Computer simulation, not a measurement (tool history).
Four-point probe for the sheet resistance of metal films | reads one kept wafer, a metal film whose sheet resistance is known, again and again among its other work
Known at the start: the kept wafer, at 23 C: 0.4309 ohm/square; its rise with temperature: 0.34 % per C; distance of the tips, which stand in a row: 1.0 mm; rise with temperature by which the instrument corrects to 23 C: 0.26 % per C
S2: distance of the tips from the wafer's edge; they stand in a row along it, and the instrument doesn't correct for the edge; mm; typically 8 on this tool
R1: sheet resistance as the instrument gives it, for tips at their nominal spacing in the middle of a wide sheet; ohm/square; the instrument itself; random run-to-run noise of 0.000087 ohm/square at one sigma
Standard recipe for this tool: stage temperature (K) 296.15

run 1 hour=0.0 | stage_temperature_(K)=296.15 S2=8 | R1=0.432062
run 2 hour=19.8 | stage_temperature_(K)=296.15 S2=4 | R1=0.442234
run 3 hour=51.7 | stage_temperature_(K)=296.15 S2=4 | R1=0.442445
run 4 hour=93.9 | stage_temperature_(K)=296.15 S2=4 | R1=0.442394
run 5 hour=118.1 | stage_temperature_(K)=304.15 S2=8 | R1=0.434538
run 6 hour=143.8 | stage_temperature_(K)=304.15 S2=8 | R1=0.434509
run 7 hour=183.3 | stage_temperature_(K)=296.15 S2=24 | R1=0.428534
run 8 hour=204.9 | stage_temperature_(K)=296.15 S2=24 | R1=0.428457
run 9 hour=239.2 | stage_temperature_(K)=296.15 S2=7 | R1=0.432800
run 10 hour=258.5 | stage_temperature_(K)=296.15 S2=7 | R1=0.432847
run 11 hour=294.9 | stage_temperature_(K)=296.15 S2=7 | R1=0.432836
run 12 hour=318.5 | stage_temperature_(K)=296.15 S2=7 | R1=0.432807
run 13 hour=357.3 | stage_temperature_(K)=296.15 S2=46 | R1=0.428045
run 14 hour=391.0 | stage_temperature_(K)=296.15 S2=46 | R1=0.428056
run 15 hour=411.9 | stage_temperature_(K)=296.15 S2=46 | R1=0.428197
run 16 hour=453.7 | stage_temperature_(K)=296.15 S2=46 | R1=0.427947
-- hour=456.4 stage's thermometer calibrated
run 17 hour=474.3 | stage_temperature_(K)=296.15 S2=46 | R1=0.428247
run 18 hour=493.9 | stage_temperature_(K)=296.15 S2=46 | R1=0.428116
run 19 hour=520.8 | stage_temperature_(K)=296.15 S2=8 | R1=0.431508
run 20 hour=547.1 | stage_temperature_(K)=296.15 S2=8 | R1=0.431416
run 21 hour=568.8 | stage_temperature_(K)=296.15 S2=8 | R1=0.431621
run 22 hour=598.1 | stage_temperature_(K)=296.15 S2=12 | R1=0.429443
run 23 hour=625.2 | stage_temperature_(K)=307.15 S2=3 | R1=0.455753
-- hour=655.3 stage's thermometer calibrated, once more
run 24 hour=657.5 | stage_temperature_(K)=307.15 S2=3 | R1=0.454930
run 25 hour=701.2 | stage_temperature_(K)=299.15 S2=63 | R1=0.428089
run 26 hour=737.1 | stage_temperature_(K)=306.15 S2=40 | R1=0.430493
run 27 hour=767.8 | stage_temperature_(K)=293.15 S2=43 | R1=0.426149
run 28 hour=799.8 | stage_temperature_(K)=293.15 S2=11 | R1=0.427890
run 29 hour=828.7 | stage_temperature_(K)=293.15 S2=6 | R1=0.432347
run 30 hour=870.2 | stage_temperature_(K)=293.15 S2=6 | R1=0.432343
run 31 hour=888.8 | stage_temperature_(K)=293.15 S2=6 | R1=0.432177
run 32 hour=921.2 | stage_temperature_(K)=293.15 S2=6 | R1=0.432093
run 33 hour=954.7 | stage_temperature_(K)=304.15 S2=46 | R1=0.429665
run 34 hour=993.8 | stage_temperature_(K)=304.15 S2=46 | R1=0.429659
run 35 hour=1025.8 | stage_temperature_(K)=301.15 S2=4 | R1=0.442595
run 36 hour=1051.8 | stage_temperature_(K)=291.15 S2=8 | R1=0.428633
run 37 hour=1094.7 | stage_temperature_(K)=291.15 S2=8 | R1=0.428590
run 38 hour=1137.3 | stage_temperature_(K)=291.15 S2=8 | R1=0.428475
run 39 hour=1177.5 | stage_temperature_(K)=307.15 S2=11 | R1=0.432211
run 40 hour=1223.3 | stage_temperature_(K)=307.15 S2=11 | R1=0.432257
run 41 hour=1250.2 | stage_temperature_(K)=292.15 S2=11 | R1=0.427009
run 42 hour=1289.4 | stage_temperature_(K)=304.15 S2=7 | R1=0.433850
run 43 hour=1331.0 | stage_temperature_(K)=296.15 S2=7 | R1=0.431250
run 44 hour=1360.0 | stage_temperature_(K)=293.15 S2=8 | R1=0.429145

Here are 4 independent what-if runs from the current tool condition. What would each one return?
run A hour=1399.0 | stage_temperature_(K)=307.15 S2=8 | R1=?
run B hour=1399.0 | stage_temperature_(K)=306.15 S2=6 | R1=?
run C hour=1399.0 | stage_temperature_(K)=304.15 S2=6 | R1=?
run D hour=1399.0 | stage_temperature_(K)=293.15 S2=10 | R1=?

run=A R1=0.433782
run=B R1=0.436006
run=C R1=0.435415
run=D R1=0.427672
With no hidden state in the tool, these same runs would have given:
run=A R1=0.438322
run=B R1=0.440565
run=C R1=0.439967
run=D R1=0.432136

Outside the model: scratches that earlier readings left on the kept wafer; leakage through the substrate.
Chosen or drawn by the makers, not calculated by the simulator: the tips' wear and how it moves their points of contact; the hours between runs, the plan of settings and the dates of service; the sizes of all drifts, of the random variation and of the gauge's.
